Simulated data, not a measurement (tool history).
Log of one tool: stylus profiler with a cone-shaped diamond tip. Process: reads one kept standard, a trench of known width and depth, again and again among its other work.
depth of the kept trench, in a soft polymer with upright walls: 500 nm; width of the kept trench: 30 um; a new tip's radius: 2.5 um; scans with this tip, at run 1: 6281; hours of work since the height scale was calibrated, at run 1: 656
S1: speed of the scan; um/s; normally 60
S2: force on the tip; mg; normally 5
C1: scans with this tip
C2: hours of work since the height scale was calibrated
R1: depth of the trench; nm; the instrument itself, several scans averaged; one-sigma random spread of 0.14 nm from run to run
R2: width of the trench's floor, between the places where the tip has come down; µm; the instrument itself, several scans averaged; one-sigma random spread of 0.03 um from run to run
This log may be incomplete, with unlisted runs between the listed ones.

run 1 hour=0 | S1=60 S2=5 | C1=6281 C2=656 | R1=511.01 R2=26.07
run 2 hour=28.8 | S1=60 S2=5 | C1=6396 C2=668 | R1=511.01 R2=26.03
run 3 hour=81.7 | S1=60 S2=5 | C1=6607 C2=690 | R1=511.17 R2=25.97
run 4 hour=136.6 | S1=60 S2=5 | C1=6825 C2=713 | R1=510.99 R2=26
run 5 hour=182.3 | S1=60 S2=5 | C1=7007 C2=732 | R1=510.97 R2=25.9
run 6 hour=221.5 | S1=60 S2=5 | C1=7163 C2=749 | R1=511.14 R2=25.88
run 7 hour=269.9 | S1=60 S2=5 | C1=7356 C2=769 | R1=511.26 R2=25.92
run 8 hour=304.1 | S1=60 S2=5 | C1=7492 C2=783 | R1=511.13 R2=25.89
run 9 hour=358.2 | S1=60 S2=5 | C1=7707 C2=805 | R1=511.22 R2=25.9
run 10 hour=417.7 | S1=60 S2=5 | C1=7944 C2=830 | R1=511 R2=25.82
run 11 hour=483.8 | S1=60 S2=5 | C1=8207 C2=858 | R1=511.16 R2=25.82
run 12 hour=539.1 | S1=60 S2=5 | C1=8427 C2=881 | R1=511.22 R2=25.85
run 13 hour=607 | S1=60 S2=5 | C1=8698 C2=909 | R1=511.32 R2=25.75
run 14 hour=635.2 | S1=36 S2=5 | C1=8810 C2=921 | R1=511.36 R2=25.83
run 15 hour=680.9 | S1=36 S2=5 | C1=8992 C2=940 | R1=511.52 R2=25.82
run 16 hour=730.6 | S1=36 S2=5 | C1=9189 C2=960 | R1=511.37 R2=25.75
-- hour=736.1 height scale calibrated on a step standard
run 17 hour=780.3 | S1=80 S2=10.75 | C1=9385 C2=18 | R1=518.86 R2=25.75
run 18 hour=832.1 | S1=76 S2=5 | C1=9591 C2=40 | R1=511.89 R2=25.6
run 19 hour=896.7 | S1=76 S2=5 | C1=9848 C2=67 | R1=512.2 R2=25.62
run 20 hour=948.3 | S1=49 S2=1.71 | C1=10054 C2=88 | R1=506.75 R2=25.59
run 21 hour=985.9 | S1=63 S2=1.97 | C1=10204 C2=104 | R1=507.26 R2=25.51
run 22 hour=1052.8 | S1=63 S2=1.97 | C1=10470 C2=132 | R1=507.31 R2=25.5
-- hour=1059.2 height scale calibrated on a step standard, once more
run 23 hour=1106.7 | S1=69 S2=2.05 | C1=10682 C2=20 | R1=505.81 R2=25.39
run 24 hour=1168 | S1=60 S2=3.01 | C1=10926 C2=45 | R1=507.65 R2=25.54
run 25 hour=1235.6 | S1=148 S2=8.32 | C1=11195 C2=73 | R1=514.84 R2=25.39
run 26 hour=1302.9 | S1=53 S2=3.29 | C1=11463 C2=101 | R1=508.02 R2=25.47
run 27 hour=1347.5 | S1=27 S2=14.91 | C1=11641 C2=120 | R1=521.93 R2=25.67
run 28 hour=1375.5 | S1=27 S2=14.91 | C1=11752 C2=132 | R1=521.81 R2=25.67

What if the next run were any one of these 5? Each begins from the tool's condition after run 28:
run A hour=1442.9 | S1=15 S2=3.5 | C1=12020 C2=160 | R1=? R2=?
run B hour=1442.9 | S1=137 S2=4.08 | C1=12020 C2=160 | R1=? R2=?
run C hour=1442.9 | S1=235 S2=1.97 | C1=12020 C2=160 | R1=? R2=?
run D hour=1442.9 | S1=32 S2=4.62 | C1=12020 C2=160 | R1=? R2=?
run E hour=1442.9 | S1=101 S2=14.64 | C1=12020 C2=160 | R1=? R2=?

run=A R1=508.76 R2=25.59
run=B R1=509.2 R2=25.17
run=C R1=505.67 R2=24.39
run=D R1=510.18 R2=25.53
run=E R1=521.6 R2=25.43
Stripped of hidden state, with their random variation kept, the same runs would have yielded:
run=A R1=508.45 R2=26.93
run=B R1=508.89 R2=26.51
run=C R1=505.35 R2=25.73
run=D R1=509.87 R2=26.86
run=E R1=521.28 R2=26.77
